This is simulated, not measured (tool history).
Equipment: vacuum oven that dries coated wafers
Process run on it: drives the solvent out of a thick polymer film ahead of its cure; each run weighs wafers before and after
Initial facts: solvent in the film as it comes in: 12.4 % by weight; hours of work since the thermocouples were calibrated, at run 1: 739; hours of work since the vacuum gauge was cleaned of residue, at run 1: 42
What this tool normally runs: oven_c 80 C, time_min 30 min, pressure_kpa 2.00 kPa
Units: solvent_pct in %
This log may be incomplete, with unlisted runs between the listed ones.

run	hour	oven_c	time_min	pressure_kpa	hours of work since the thermocouples were calibrated	hours of work since the vacuum gauge was cleaned of residue	solvent_pct
1	0.0	80	30	2.00	739	42	2.85
2	15.7	80	30	2.00	747	51	2.82
3	29.5	80	26	2.00	755	59	3.26
4	40.9	80	26	2.00	761	65	3.34
5	51.0	80	30	4.19	767	71	3.24
6	60.0	80	30	4.19	772	76	3.31
7	71.4	80	30	4.19	778	82	3.23
8	79.8	69	30	4.19	783	87	6.20
9	91.3	90	30	2.00	789	93	0.90
10	103.9	90	30	2.00	797	100	1.04
11	113.0	90	30	2.00	802	105	0.95
12	120.9	90	30	2.00	806	110	0.99
13	133.9	80	37	2.00	813	117	2.11
14	145.2	79	37	2.00	820	123	2.40
15	154.5	79	37	2.00	825	128	2.43
16	168.7	80	30	2.00	833	136	2.86
17	182.3	80	30	1.76	840	144	2.81
18	197.7	84	36	4.91	849	152	2.07
19	211.2	84	36	2.28	856	160	1.68
20	221.2	84	36	2.28	862	166	1.47
21	231.6	84	36	2.28	868	171	1.58
22	246.6	80	35	3.55	876	180	2.66
23	256.6	80	35	3.55	882	185	2.77
24	269.6	89	17	1.99	889	192	2.53
25	283.2	80	30	3.70	896	200	3.21
26	298.6	66	30	1.52	905	209	6.37
27	314.1	94	30	1.18	914	217	0.53
28	321.3	86	20	1.18	918	221	2.61
29	337.1	86	20	1.18	926	230	2.66
30	348.9	70	20	1.18	933	237	6.48
31	364.5	86	52	4.15	942	245	1.11
32	375.7	80	30	3.46	948	252	3.11
33	390.0	92	23	1.69	956	260	1.15

The same runs without the tool's hidden state, with the same run-to-run variation:
Hidden state at play: true wafer temperature over the reading, C; true pressure over the reading, kPa; drift of the gauge itself on solvent_pct, %.
run	solvent_pct
1	2.60
2	2.56
3	3.00
4	3.07
5	2.97
6	3.04
7	2.95
8	5.90
9	0.77
10	0.90
11	0.82
12	0.85
13	1.86
14	2.14
15	2.16
16	2.57
17	2.52
18	1.85
19	1.47
20	1.26
21	1.37
22	2.36
23	2.48
24	2.24
25	2.88
26	6.04
27	0.43
28	2.30
29	2.35
30	6.17
31	0.98
32	2.77
33	0.95
